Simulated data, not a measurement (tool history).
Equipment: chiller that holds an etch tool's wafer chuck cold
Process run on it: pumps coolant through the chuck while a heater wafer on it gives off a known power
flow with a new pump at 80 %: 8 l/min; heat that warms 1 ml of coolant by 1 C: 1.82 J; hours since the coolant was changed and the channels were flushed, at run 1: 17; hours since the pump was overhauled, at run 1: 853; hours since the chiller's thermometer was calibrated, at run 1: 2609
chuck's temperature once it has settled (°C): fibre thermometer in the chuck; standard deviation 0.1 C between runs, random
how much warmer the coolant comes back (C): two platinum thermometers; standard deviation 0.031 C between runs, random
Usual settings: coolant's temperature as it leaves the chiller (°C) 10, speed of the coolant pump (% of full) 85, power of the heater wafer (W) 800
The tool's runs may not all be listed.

run   hour  coolant's temperature as it leaves the chiller (°C)  speed of the coolant pump (% of full)  power of the heater wafer (W)  hours since the coolant was changed and the channels were flushed  hours since the pump was overhauled  hours since the chiller's thermometer was calibrated  chuck's temperature once it has settled (°C)  how much warmer the coolant comes back (C)
  1    0.0                                                   10                                     85                            800                                                                 17                                  853                                                  2609                                          18.4                                        3.16
  2   18.3                                                   10                                     88                            800                                                                 35                                  872                                                  2627                                          18.0                                        3.11
  3   36.5                                                   10                                     73                            800                                                                 53                                  890                                                  2646                                          19.2                                        3.84
  4   64.4                                                   10                                     73                            800                                                                 81                                  918                                                  2673                                          19.2                                        3.80
  5   78.7                                                   10                                     73                            800                                                                 96                                  932                                                  2688                                          19.4                                        3.77
  6  105.1                                                   10                                     73                            800                                                                122                                  958                                                  2714                                          19.2                                        3.86
  7  123.1                                                   10                                     73                            800                                                                140                                  976                                                  2732                                          19.3                                        3.83
  8  145.4                                                    3                                     78                            438                                                                162                                  999                                                  2754                                           7.7                                        1.96
  9  176.5                                                   10                                     85                            410                                                                194                                 1030                                                  2786                                          14.0                                        1.65
 10  191.1                                                   10                                     85                            410                                                                208                                 1044                                                  2800                                          13.9                                        1.64

Run 11 comes next. What will it give?
 11  213.6                                                   10                                     79                            594                                                                231                                 1067                                                  2823                                             ?                                           ?

Run 11 gave chuck's temperature once it has settled (°C) 16.3, how much warmer the coolant comes back (C) 2.58.
On a tool with no hidden condition, and with the same random variation, this run would have come out at chuck's temperature once it has settled (°C) 16.6, how much warmer the coolant comes back (C) 2.47.

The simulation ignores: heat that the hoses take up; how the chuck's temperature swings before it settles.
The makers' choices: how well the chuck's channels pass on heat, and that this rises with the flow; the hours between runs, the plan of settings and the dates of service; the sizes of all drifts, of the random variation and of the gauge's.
